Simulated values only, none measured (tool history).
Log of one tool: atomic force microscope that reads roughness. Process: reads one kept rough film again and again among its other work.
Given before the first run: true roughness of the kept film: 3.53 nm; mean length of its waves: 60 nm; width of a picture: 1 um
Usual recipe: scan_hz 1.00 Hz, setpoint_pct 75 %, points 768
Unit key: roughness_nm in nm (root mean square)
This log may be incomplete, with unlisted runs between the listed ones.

run   hour  scan_hz  setpoint_pct  points  roughness_nm
  1    0.0     1.00            75     768         2.948
  2   26.0     1.00            75     768         2.902
  3   55.4     0.96            75     768         2.871
  4   81.4     0.82            75     768         2.870
  5   96.0     0.82            75     768         2.843
     101.3  -- new tip fitted
  6  109.9     0.82            75     685         3.190
  7  130.9     1.00            62     768         3.225
  8  159.3     1.00            62     768         3.197
  9  181.3     1.00            62     768         3.134
 10  199.5     1.19            62     768         3.069
 11  217.9     1.19            62     768         3.067
 12  246.2     1.19            62     768         3.006
 13  258.8     1.00            75     768         2.886
 14  272.5     3.43            75     768         2.377
 15  285.7     1.00            56     768         2.995
 16  304.9     1.00            75     768         2.768
 17  321.9     1.00            75     317         2.777
     331.4  -- new tip fitted
 18  347.7     1.00            75     317         3.139
 19  365.9     1.00            75     317         3.089
 20  393.0     1.00            75     317         3.059
 21  408.8     1.00            75     317         3.042
 22  438.0     1.92            75     768         2.768
 23  459.2     1.92            75     768         2.725
 24  471.1     0.89            75     768         2.964
 25  488.3     2.29            75     768         2.627
 26  515.1     2.29            75     768         2.587
 27  529.0     0.96            64     768         2.920
 28  544.2     1.07            78     416         2.769
     560.1  -- new tip fitted
 29  565.6     1.92            77     798         2.883
 30  591.2     0.86            62     768         3.275
 31  603.2     0.86            62     768         3.231
 32  625.4     0.86            85     733         2.960
 33  640.2     1.60            75     302         2.871
 34  666.2     1.60            75     302         2.836
 35  686.1     1.60            75     302         2.787
 36  705.1     1.42            76     554         2.810
 37  718.7     1.54            65     554         2.919
 38  746.6     1.54            65     554         2.863
 39  766.1     2.41            90     379         2.126
 40  782.5     1.08            89     768         2.567
     788.7  -- new tip fitted
 41  807.0     1.08            89     768         2.868
 42  820.1     1.37            85     768         2.830
 43  840.0     1.37            84     263         2.819
 44  860.8     2.72            84     263         2.398
 45  877.6     1.71            69     768         2.955
 46  897.5     1.65            57     768         3.084
 47  914.8     1.65            57     768         3.071
 48  939.1     1.00            75     509         2.892
 49  964.5     0.62            60     829         3.058

Below, each run's measurement less what the same run would have read without the hidden state. Both values contain the same run-to-run variation, but the gauge's scatter may not be the same in both:
Hidden state at play: radius of the tip, nm; height scale over the true one, %; drift of the gauge itself on roughness_nm, %.
run  roughness_nm
  1        -0.182
  2        -0.224
  3        -0.270
  4        -0.314
  5        -0.334
  6        +0.008
  7        -0.030
  8        -0.082
  9        -0.123
 10        -0.155
 11        -0.192
 12        -0.240
 13        -0.252
 14        -0.231
 15        -0.314
 16        -0.322
 17        -0.348
 18        +0.011
 19        -0.023
 20        -0.071
 21        -0.101
 22        -0.139
 23        -0.171
 24        -0.207
 25        -0.214
 26        -0.252
 27        -0.307
 28        -0.313
 29        +0.032
 30        -0.012
 31        -0.037
 32        -0.073
 33        -0.097
 34        -0.140
 35        -0.172
 36        -0.205
 37        -0.236
 38        -0.275
 39        -0.226
 40        -0.301
 41        +0.016
 42        -0.005
 43        -0.036
 44        -0.061
 45        -0.104
 46        -0.143
 47        -0.173
 48        -0.207
 49        -0.264
